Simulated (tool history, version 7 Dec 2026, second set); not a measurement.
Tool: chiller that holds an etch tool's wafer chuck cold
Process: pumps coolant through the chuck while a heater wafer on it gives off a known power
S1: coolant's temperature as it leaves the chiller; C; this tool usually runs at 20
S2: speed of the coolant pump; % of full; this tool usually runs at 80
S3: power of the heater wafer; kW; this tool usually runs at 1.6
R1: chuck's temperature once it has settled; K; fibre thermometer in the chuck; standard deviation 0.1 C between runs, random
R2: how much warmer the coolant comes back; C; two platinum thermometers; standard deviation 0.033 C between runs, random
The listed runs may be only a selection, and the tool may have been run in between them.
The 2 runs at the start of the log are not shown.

{"run": 3, "hour": 65.1, "S1": 17, "S2": 80, "S3": 1.6, "R1": 302.55, "R2": 4.71}
{"run": 4, "hour": 95.3, "S1": 20, "S2": 69, "S3": 1.6, "R1": 307.15, "R2": 5.52}
{"run": 5, "hour": 136.9, "S1": 20, "S2": 69, "S3": 1.6, "R1": 307.25, "R2": 5.47}
{"run": 6, "hour": 160.9, "S1": 20, "S2": 69, "S3": 1.6, "R1": 307.35, "R2": 5.54}
{"run": 7, "hour": 197.8, "S1": 20, "S2": 69, "S3": 1.6, "R1": 307.25, "R2": 5.6}
{"run": 8, "hour": 222.5, "S1": 20, "S2": 69, "S3": 1.6, "R1": 307.25, "R2": 5.59}
{"run": 9, "hour": 262.8, "S1": 20, "S2": 69, "S3": 1.6, "R1": 307.25, "R2": 5.56}
{"run": 10, "hour": 294.9, "S1": 20, "S2": 69, "S3": 1.6, "R1": 307.25, "R2": 5.6}
{"run": 11, "hour": 328.3, "S1": 20, "S2": 69, "S3": 1.6, "R1": 307.25, "R2": 5.61}
{"run": 12, "hour": 353.9, "S1": 20, "S2": 69, "S3": 1.6, "R1": 307.15, "R2": 5.68}
{"run": 13, "hour": 391.8, "S1": 20, "S2": 69, "S3": 1.6, "R1": 307.15, "R2": 5.71}
{"run": 14, "hour": 427.6, "S1": 27, "S2": 69, "S3": 1.6, "R1": 314.25, "R2": 5.67}
{"run": 15, "hour": 467.0, "S1": 27, "S2": 69, "S3": 1.6, "R1": 314.25, "R2": 5.67}
{"run": 16, "hour": 496.2, "S1": 27, "S2": 69, "S3": 1.6, "R1": 314.15, "R2": 5.72}
{"run": 17, "hour": 523.1, "S1": 27, "S2": 69, "S3": 1.6, "R1": 314.25, "R2": 5.67}
{"run": 18, "hour": 566.3, "S1": 24, "S2": 65, "S3": 1.6, "R1": 311.75, "R2": 6.06}
{"run": 19, "hour": 605.2, "S1": 24, "S2": 65, "S3": 1.6, "R1": 311.75, "R2": 6.14}
{"run": 20, "hour": 626.0, "S1": 24, "S2": 65, "S3": 1.6, "R1": 311.85, "R2": 6.16}
{"run": 21, "hour": 664.7, "S1": 24, "S2": 65, "S3": 1.6, "R1": 311.95, "R2": 6.17}
{"run": 22, "hour": 699.8, "S1": 14, "S2": 80, "S3": 0.877, "R1": 293.95, "R2": 2.83}

Run 23 is up next; what results do you expect?
{"run": 23, "hour": 724.1, "S1": 24, "S2": 71, "S3": 0.826, "R1": "?", "R2": "?"}

{"run 23": {"R1": 304.25, "R2": 3.09}}
Minus the tool's unlogged condition, the same run would have read R1 304.15 K, R2 2.78 C.

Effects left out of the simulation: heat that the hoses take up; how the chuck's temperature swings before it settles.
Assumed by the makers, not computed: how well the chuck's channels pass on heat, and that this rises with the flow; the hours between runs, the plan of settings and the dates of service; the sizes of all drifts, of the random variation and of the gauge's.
